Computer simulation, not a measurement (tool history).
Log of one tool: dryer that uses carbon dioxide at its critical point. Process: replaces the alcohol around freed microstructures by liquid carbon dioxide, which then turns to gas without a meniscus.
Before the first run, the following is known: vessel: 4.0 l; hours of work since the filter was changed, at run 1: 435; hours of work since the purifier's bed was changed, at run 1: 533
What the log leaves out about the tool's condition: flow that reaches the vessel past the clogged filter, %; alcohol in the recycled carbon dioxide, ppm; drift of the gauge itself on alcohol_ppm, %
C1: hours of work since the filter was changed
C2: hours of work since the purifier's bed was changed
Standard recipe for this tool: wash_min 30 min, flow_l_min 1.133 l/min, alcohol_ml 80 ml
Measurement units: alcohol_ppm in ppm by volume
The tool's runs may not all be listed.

{"run": 1, "hour": 0.0, "wash_min": 30, "flow_l_min": 1.133, "alcohol_ml": 80, "C1": 435, "C2": 533, "alcohol_ppm": 171}
{"run": 2, "hour": 9.0, "wash_min": 21, "flow_l_min": 1.133, "alcohol_ml": 80, "C1": 442, "C2": 540, "alcohol_ppm": 266}
{"run": 3, "hour": 26.6, "wash_min": 21, "flow_l_min": 1.133, "alcohol_ml": 80, "C1": 456, "C2": 553, "alcohol_ppm": 266}
{"run": 4, "hour": 38.5, "wash_min": 30, "flow_l_min": 1.133, "alcohol_ml": 80, "C1": 465, "C2": 562, "alcohol_ppm": 173}
{"run": 5, "hour": 50.4, "wash_min": 30, "flow_l_min": 1.133, "alcohol_ml": 80, "C1": 474, "C2": 571, "alcohol_ppm": 186}
{"run": 6, "hour": 61.2, "wash_min": 30, "flow_l_min": 1.133, "alcohol_ml": 30, "C1": 482, "C2": 579, "alcohol_ppm": 183}
{"run": 7, "hour": 78.3, "wash_min": 20, "flow_l_min": 1.133, "alcohol_ml": 30, "C1": 495, "C2": 593, "alcohol_ppm": 233}
{"run": 8, "hour": 95.0, "wash_min": 20, "flow_l_min": 1.133, "alcohol_ml": 30, "C1": 508, "C2": 605, "alcohol_ppm": 237}
{"run": 9, "hour": 108.6, "wash_min": 20, "flow_l_min": 1.133, "alcohol_ml": 30, "C1": 518, "C2": 616, "alcohol_ppm": 239}
{"run": 10, "hour": 124.4, "wash_min": 30, "flow_l_min": 1.133, "alcohol_ml": 80, "C1": 530, "C2": 628, "alcohol_ppm": 196}
{"run": 11, "hour": 137.2, "wash_min": 30, "flow_l_min": 1.133, "alcohol_ml": 57, "C1": 540, "C2": 638, "alcohol_ppm": 195}
{"hour": 146.0, "done": "inlet filter changed"}
{"run": 12, "hour": 151.5, "wash_min": 30, "flow_l_min": 1.133, "alcohol_ml": 57, "C1": 4, "C2": 648, "alcohol_ppm": 197}
{"run": 13, "hour": 166.7, "wash_min": 30, "flow_l_min": 1.133, "alcohol_ml": 57, "C1": 16, "C2": 659, "alcohol_ppm": 199}
{"run": 14, "hour": 183.6, "wash_min": 30, "flow_l_min": 1.133, "alcohol_ml": 80, "C1": 29, "C2": 672, "alcohol_ppm": 208}
{"run": 15, "hour": 194.4, "wash_min": 30, "flow_l_min": 1.133, "alcohol_ml": 80, "C1": 37, "C2": 681, "alcohol_ppm": 202}
{"run": 16, "hour": 205.6, "wash_min": 30, "flow_l_min": 1.133, "alcohol_ml": 80, "C1": 46, "C2": 689, "alcohol_ppm": 210}
{"run": 17, "hour": 214.3, "wash_min": 30, "flow_l_min": 1.133, "alcohol_ml": 80, "C1": 52, "C2": 696, "alcohol_ppm": 214}
{"run": 18, "hour": 221.9, "wash_min": 30, "flow_l_min": 0.82, "alcohol_ml": 80, "C1": 58, "C2": 702, "alcohol_ppm": 264}
{"run": 19, "hour": 239.7, "wash_min": 30, "flow_l_min": 0.82, "alcohol_ml": 80, "C1": 72, "C2": 715, "alcohol_ppm": 254}
{"run": 20, "hour": 250.1, "wash_min": 30, "flow_l_min": 0.82, "alcohol_ml": 80, "C1": 80, "C2": 723, "alcohol_ppm": 276}
{"run": 21, "hour": 263.5, "wash_min": 29, "flow_l_min": 1.83, "alcohol_ml": 25, "C1": 90, "C2": 733, "alcohol_ppm": 221}
{"run": 22, "hour": 271.8, "wash_min": 37, "flow_l_min": 1.15, "alcohol_ml": 80, "C1": 96, "C2": 740, "alcohol_ppm": 214}
{"run": 23, "hour": 290.6, "wash_min": 30, "flow_l_min": 1.82, "alcohol_ml": 80, "C1": 111, "C2": 754, "alcohol_ppm": 229}
{"run": 24, "hour": 299.9, "wash_min": 30, "flow_l_min": 1.82, "alcohol_ml": 80, "C1": 118, "C2": 761, "alcohol_ppm": 235}
{"run": 25, "hour": 307.7, "wash_min": 30, "flow_l_min": 1.33, "alcohol_ml": 53, "C1": 124, "C2": 767, "alcohol_ppm": 220}
{"run": 26, "hour": 323.8, "wash_min": 30, "flow_l_min": 1.33, "alcohol_ml": 53, "C1": 136, "C2": 780, "alcohol_ppm": 235}
{"run": 27, "hour": 335.7, "wash_min": 19, "flow_l_min": 0.9, "alcohol_ml": 43, "C1": 145, "C2": 789, "alcohol_ppm": 411}
{"run": 28, "hour": 348.8, "wash_min": 19, "flow_l_min": 0.9, "alcohol_ml": 43, "C1": 155, "C2": 799, "alcohol_ppm": 410}
{"run": 29, "hour": 366.2, "wash_min": 19, "flow_l_min": 0.9, "alcohol_ml": 43, "C1": 168, "C2": 812, "alcohol_ppm": 407}
{"run": 30, "hour": 383.4, "wash_min": 19, "flow_l_min": 0.9, "alcohol_ml": 43, "C1": 182, "C2": 825, "alcohol_ppm": 426}
{"run": 31, "hour": 396.1, "wash_min": 30, "flow_l_min": 0.73, "alcohol_ml": 80, "C1": 191, "C2": 835, "alcohol_ppm": 368}
{"run": 32, "hour": 409.2, "wash_min": 30, "flow_l_min": 0.73, "alcohol_ml": 80, "C1": 201, "C2": 845, "alcohol_ppm": 351}
{"run": 33, "hour": 423.8, "wash_min": 23, "flow_l_min": 1.08, "alcohol_ml": 87, "C1": 212, "C2": 856, "alcohol_ppm": 306}
{"run": 34, "hour": 432.9, "wash_min": 30, "flow_l_min": 1.59, "alcohol_ml": 80, "C1": 219, "C2": 863, "alcohol_ppm": 253}
{"run": 35, "hour": 450.9, "wash_min": 21, "flow_l_min": 1.59, "alcohol_ml": 80, "C1": 233, "C2": 877, "alcohol_ppm": 267}
{"run": 36, "hour": 467.1, "wash_min": 30, "flow_l_min": 1.17, "alcohol_ml": 80, "C1": 245, "C2": 889, "alcohol_ppm": 269}
{"run": 37, "hour": 475.8, "wash_min": 48, "flow_l_min": 0.87, "alcohol_ml": 27, "C1": 252, "C2": 896, "alcohol_ppm": 269}
{"run": 38, "hour": 492.4, "wash_min": 20, "flow_l_min": 1.8, "alcohol_ml": 99, "C1": 265, "C2": 908, "alcohol_ppm": 283}
{"run": 39, "hour": 511.1, "wash_min": 20, "flow_l_min": 1.8, "alcohol_ml": 99, "C1": 279, "C2": 923, "alcohol_ppm": 276}

3 ways to go on from here, each from the tool as it stands after run 39. What would each give?
{"run": "A", "hour": 520.4, "wash_min": 30, "flow_l_min": 1.133, "alcohol_ml": 31, "C1": 286, "C2": 930, "alcohol_ppm": "?"}
{"run": "B", "hour": 520.4, "wash_min": 25, "flow_l_min": 1.8, "alcohol_ml": 63, "C1": 286, "C2": 930, "alcohol_ppm": "?"}
{"run": "C", "hour": 520.4, "wash_min": 20, "flow_l_min": 0.77, "alcohol_ml": 99, "C1": 286, "C2": 930, "alcohol_ppm": "?"}

run=A alcohol_ppm=275
run=B alcohol_ppm=284
run=C alcohol_ppm=953
The same runs, with their run-to-run variation unchanged, on a tool lacking any hidden condition would have given:
run=A alcohol_ppm=8
run=B alcohol_ppm=6
run=C alcohol_ppm=525
